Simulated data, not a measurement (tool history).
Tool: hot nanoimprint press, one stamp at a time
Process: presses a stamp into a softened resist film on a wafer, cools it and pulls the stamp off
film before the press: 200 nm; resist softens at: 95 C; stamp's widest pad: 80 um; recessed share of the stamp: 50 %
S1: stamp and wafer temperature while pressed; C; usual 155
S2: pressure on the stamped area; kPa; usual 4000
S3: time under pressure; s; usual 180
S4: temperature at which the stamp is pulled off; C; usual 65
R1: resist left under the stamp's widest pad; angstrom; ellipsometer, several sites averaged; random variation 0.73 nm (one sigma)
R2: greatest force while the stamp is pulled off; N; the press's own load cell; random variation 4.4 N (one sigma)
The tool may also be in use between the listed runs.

| run | day | S1 | S2 | S3 | S4 | R1 | R2 |
|---|---|---|---|---|---|---|---|
| 1 | 0.000 | 155 | 4000 | 180 | 65 | 930 | 234 |
| 2 | 0.662 | 158 | 4000 | 180 | 65 | 758 | 241 |
| 3 | 1.500 | 158 | 4000 | 180 | 65 | 755 | 244 |
| 4 | 3.067 | 158 | 4000 | 180 | 65 | 750 | 255 |
| 5 | 4.438 | 155 | 4000 | 180 | 61 | 908 | 265 |
| 6 | 5.904 | 155 | 4000 | 180 | 64 | 915 | 272 |
| 7 | 7.417 | 155 | 4000 | 180 | 56 | 898 | 307 |
| 8 | 8.962 | 155 | 4000 | 180 | 56 | 906 | 334 |
| 9 | 10.267 | 148 | 4000 | 180 | 65 | 1347 | 291 |
| 10 | 11.512 | 148 | 4000 | 180 | 71 | 1338 | 272 |
| 11 | 12.538 | 148 | 4000 | 144 | 71 | 1423 | 272 |
| 12 | 13.538 | 155 | 4000 | 230 | 65 | 830 | 313 |
|  | 13.779 | plate thermocouple calibrated |
| 13 | 14.467 | 155 | 4420 | 230 | 65 | 773 | 318 |
| 14 | 15.404 | 155 | 4000 | 180 | 70 | 911 | 297 |
| 15 | 16.638 | 155 | 4000 | 180 | 68 | 881 | 300 |
|  | 17.117 | stamp cleaned and given a new release coat |
| 16 | 17.933 | 165 | 2430 | 180 | 65 | 591 | 220 |
| 17 | 19.167 | 157 | 2430 | 163 | 51 | 989 | 264 |
| 18 | 20.025 | 157 | 2430 | 163 | 51 | 988 | 275 |
|  | 20.850 | plate thermocouple calibrated, once more |
| 19 | 21.229 | 157 | 2430 | 163 | 51 | 1033 | 288 |
| 20 | 22.667 | 155 | 5700 | 110 | 65 | 983 | 246 |
| 21 | 24.062 | 155 | 5700 | 110 | 65 | 986 | 251 |
| 22 | 25.208 | 161 | 4220 | 180 | 65 | 620 | 254 |
| 23 | 26.829 | 161 | 4220 | 180 | 65 | 616 | 255 |
| 24 | 28.175 | 165 | 4000 | 180 | 65 | 479 | 263 |
| 25 | 29.212 | 165 | 4000 | 180 | 65 | 487 | 268 |
| 26 | 30.100 | 165 | 4000 | 180 | 65 | 482 | 272 |
| 27 | 31.346 | 165 | 4000 | 147 | 65 | 538 | 288 |
| 28 | 32.475 | 150 | 5090 | 147 | 65 | 1222 | 292 |
| 29 | 33.875 | 150 | 5090 | 147 | 65 | 1206 | 301 |
| 30 | 34.700 | 150 | 5090 | 147 | 65 | 1215 | 319 |

Hidden state or all else? Some run-to-run changes of R1, split into what the settings, what came in and random variation would give without the hidden state, and what is left for the hidden state (with any gauge scatter that isn't in both results):
The hidden state here: true temperature over the reading, C; pressure that arrives at the usual setting, %; grip of the stamp's worn release coat, % over a new coat's; drift of the gauge itself on residual_nm, %; drift of the gauge itself on pull_off_n, %.
Run 8 -> 9: S1 155 -> 148, S4 56 -> 65. R1 +441 angstrom: hidden state -3, all else +444.
Run 11 -> 12: S1 148 -> 155, S3 144 -> 230, S4 71 -> 65. R1 -593 angstrom: hidden state +0, all else -593.
Run 18 -> 19: plate thermocouple calibrated, once more. R1 +45 angstrom: hidden state +42, all else +3.
Run 19 -> 20: S1 157 -> 155, S2 2430 -> 5700, S3 163 -> 110, S4 51 -> 65. R1 -50 angstrom: hidden state +29, all else -79.
Run 21 -> 22: S1 155 -> 161, S2 5700 -> 4220, S3 110 -> 180. R1 -366 angstrom: hidden state -23, all else -343.
Run 27 -> 28: S1 165 -> 150, S2 4000 -> 5090. R1 +684 angstrom: hidden state +17, all else +667.
